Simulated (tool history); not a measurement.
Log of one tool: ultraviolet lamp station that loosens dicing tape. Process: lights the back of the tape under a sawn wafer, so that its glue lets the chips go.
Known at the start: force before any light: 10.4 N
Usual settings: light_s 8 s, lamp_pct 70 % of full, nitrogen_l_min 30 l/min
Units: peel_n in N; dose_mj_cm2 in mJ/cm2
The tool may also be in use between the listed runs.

run,hour,light_s,lamp_pct,nitrogen_l_min,peel_n,dose_mj_cm2
1,0.0,8,70,30,1.669,361
2,30.1,8,70,30,1.599,356
3,64.0,8,83,30,1.227,420
4,102.9,8,83,43,0.958,418
5,126.6,8,83,43,0.932,416
6,164.7,8,90,43,0.830,445
7,187.1,8,90,43,0.790,442
8,235.5,8,70,30,1.690,342
9,261.1,8,70,30,1.749,341
10,291.3,8,70,30,1.737,338
11,332.9,8,70,9,3.465,333
# hour 337.8: window cleaned of glue's vapour
12,366.9,8,70,9,3.663,330
13,388.3,8,70,9,3.549,327
14,407.9,8,70,9,3.770,326
15,448.5,8,70,9,3.753,322
16,485.9,8,70,9,3.806,322
17,524.4,9,70,9,3.359,362
# hour 553.8: window cleaned of glue's vapour, once more
18,553.8,8,77,30,1.502,375
19,598.7,8,70,30,1.771,339
20,635.1,8,70,30,1.846,337
21,679.4,8,70,30,1.825,337
22,709.1,15,90,25,0.375,789
23,755.8,15,90,25,0.386,791
24,799.2,10,67,29,1.477,390
25,841.6,11,67,29,1.226,425
26,875.5,10,93,30,0.743,534
27,910.0,7,70,43,2.013,279
28,951.4,5,84,28,3.100,235
29,982.4,12,78,53,0.502,520
30,1015.9,12,62,53,0.842,412
31,1053.1,5,94,30,2.603,258
32,1094.6,5,94,30,2.709,254
33,1117.9,5,94,37,2.512,258
34,1143.5,5,94,37,2.505,250
35,1165.6,9,94,23,1.322,454
36,1194.1,9,94,23,1.334,448
37,1235.1,8,61,30,2.651,258
38,1258.9,8,61,30,2.770,258
39,1297.8,5,95,58,2.064,246
40,1343.9,5,95,58,2.052,247
41,1380.2,11,77,30,1.180,432
# hour 1404.5: window cleaned of glue's vapour
42,1409.1,11,77,30,1.043,461

4 ways to go on from here, each from the tool as it stands after run 42. What would each give?
A,1438.6,9,76,30,?,?
B,1438.6,8,82,30,?,?
C,1438.6,9,70,30,?,?
D,1438.6,6,70,32,?,?

run,peel_n,dose_mj_cm2
A,1.574,371
B,1.693,356
C,1.782,342
D,3.056,227
Without the tool's hidden state the same runs would have given:
run,peel_n,dose_mj_cm2
A,0.907,494
B,0.986,473
C,1.054,454
D,2.080,301

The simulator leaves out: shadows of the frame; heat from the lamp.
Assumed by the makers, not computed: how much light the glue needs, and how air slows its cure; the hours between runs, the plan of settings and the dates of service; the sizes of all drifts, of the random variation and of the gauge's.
